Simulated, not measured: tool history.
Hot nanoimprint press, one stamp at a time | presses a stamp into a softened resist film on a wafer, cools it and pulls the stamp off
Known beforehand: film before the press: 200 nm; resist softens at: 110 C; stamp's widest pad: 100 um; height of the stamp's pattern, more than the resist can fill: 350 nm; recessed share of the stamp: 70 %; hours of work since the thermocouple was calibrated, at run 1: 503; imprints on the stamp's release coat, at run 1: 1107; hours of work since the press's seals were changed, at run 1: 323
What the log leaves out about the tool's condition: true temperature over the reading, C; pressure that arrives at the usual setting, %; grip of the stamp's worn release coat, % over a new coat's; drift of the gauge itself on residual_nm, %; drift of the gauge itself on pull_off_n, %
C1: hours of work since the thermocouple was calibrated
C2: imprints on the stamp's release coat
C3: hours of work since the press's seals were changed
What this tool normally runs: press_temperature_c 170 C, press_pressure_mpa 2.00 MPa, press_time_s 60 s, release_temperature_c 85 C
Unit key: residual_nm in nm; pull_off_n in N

{"run": 1, "hour": 0.0, "press_temperature_c": 170, "press_pressure_mpa": 2.0, "press_time_s": 60, "release_temperature_c": 85, "C1": 503, "C2": 1107, "C3": 323, "residual_nm": 106.4, "pull_off_n": 150}
{"hour": 17.7, "done": "stamp cleaned and given a new release coat"}
{"run": 2, "hour": 20.9, "press_temperature_c": 170, "press_pressure_mpa": 2.0, "press_time_s": 60, "release_temperature_c": 85, "C1": 511, "C2": 13, "C3": 331, "residual_nm": 104.9, "pull_off_n": 115}
{"run": 3, "hour": 30.0, "press_temperature_c": 170, "press_pressure_mpa": 2.13, "press_time_s": 60, "release_temperature_c": 85, "C1": 516, "C2": 51, "C3": 335, "residual_nm": 103.2, "pull_off_n": 117}
{"run": 4, "hour": 47.7, "press_temperature_c": 170, "press_pressure_mpa": 2.13, "press_time_s": 60, "release_temperature_c": 85, "C1": 525, "C2": 125, "C3": 345, "residual_nm": 103.1, "pull_off_n": 116}
{"run": 5, "hour": 57.0, "press_temperature_c": 170, "press_pressure_mpa": 2.0, "press_time_s": 60, "release_temperature_c": 85, "C1": 530, "C2": 163, "C3": 350, "residual_nm": 104.4, "pull_off_n": 114}
{"run": 6, "hour": 69.1, "press_temperature_c": 170, "press_pressure_mpa": 2.0, "press_time_s": 60, "release_temperature_c": 85, "C1": 536, "C2": 214, "C3": 356, "residual_nm": 104.1, "pull_off_n": 122}
{"run": 7, "hour": 84.8, "press_temperature_c": 170, "press_pressure_mpa": 2.0, "press_time_s": 60, "release_temperature_c": 85, "C1": 545, "C2": 279, "C3": 364, "residual_nm": 104.8, "pull_off_n": 124}
{"run": 8, "hour": 96.8, "press_temperature_c": 170, "press_pressure_mpa": 2.0, "press_time_s": 60, "release_temperature_c": 91, "C1": 551, "C2": 329, "C3": 371, "residual_nm": 104.1, "pull_off_n": 104}
{"run": 9, "hour": 111.1, "press_temperature_c": 170, "press_pressure_mpa": 2.0, "press_time_s": 60, "release_temperature_c": 91, "C1": 558, "C2": 388, "C3": 378, "residual_nm": 105.1, "pull_off_n": 106}
{"run": 10, "hour": 121.3, "press_temperature_c": 170, "press_pressure_mpa": 2.07, "press_time_s": 60, "release_temperature_c": 85, "C1": 564, "C2": 431, "C3": 384, "residual_nm": 103.4, "pull_off_n": 129}
{"hour": 125.8, "done": "plate thermocouple calibrated"}
{"run": 11, "hour": 135.1, "press_temperature_c": 169, "press_pressure_mpa": 2.28, "press_time_s": 60, "release_temperature_c": 85, "C1": 5, "C2": 476, "C3": 390, "residual_nm": 100.1, "pull_off_n": 128}
{"run": 12, "hour": 151.2, "press_temperature_c": 170, "press_pressure_mpa": 2.0, "press_time_s": 60, "release_temperature_c": 74, "C1": 13, "C2": 543, "C3": 398, "residual_nm": 100.9, "pull_off_n": 165}
{"run": 13, "hour": 159.8, "press_temperature_c": 170, "press_pressure_mpa": 2.0, "press_time_s": 60, "release_temperature_c": 74, "C1": 18, "C2": 578, "C3": 403, "residual_nm": 100.2, "pull_off_n": 177}
{"run": 14, "hour": 175.2, "press_temperature_c": 170, "press_pressure_mpa": 2.0, "press_time_s": 60, "release_temperature_c": 74, "C1": 26, "C2": 643, "C3": 411, "residual_nm": 98.2, "pull_off_n": 178}
{"run": 15, "hour": 191.3, "press_temperature_c": 166, "press_pressure_mpa": 2.0, "press_time_s": 60, "release_temperature_c": 85, "C1": 35, "C2": 709, "C3": 419, "residual_nm": 124.0, "pull_off_n": 134}
{"hour": 196.9, "done": "plate thermocouple calibrated, once more"}
{"run": 16, "hour": 201.8, "press_temperature_c": 166, "press_pressure_mpa": 2.0, "press_time_s": 60, "release_temperature_c": 85, "C1": 3, "C2": 741, "C3": 423, "residual_nm": 137.2, "pull_off_n": 140}

For run 17, what comes out?
{"run": 17, "hour": 219.1, "press_temperature_c": 170, "press_pressure_mpa": 1.39, "press_time_s": 36, "release_temperature_c": 88, "C1": 12, "C2": 813, "C3": 432, "residual_nm": "?", "pull_off_n": "?"}

{"run 17": {"residual_nm": 147.7, "pull_off_n": 135}}
If the tool had no hidden condition, the same run with the same run-to-run variation would have returned residual_nm 147.8 nm, pull_off_n 109 N.

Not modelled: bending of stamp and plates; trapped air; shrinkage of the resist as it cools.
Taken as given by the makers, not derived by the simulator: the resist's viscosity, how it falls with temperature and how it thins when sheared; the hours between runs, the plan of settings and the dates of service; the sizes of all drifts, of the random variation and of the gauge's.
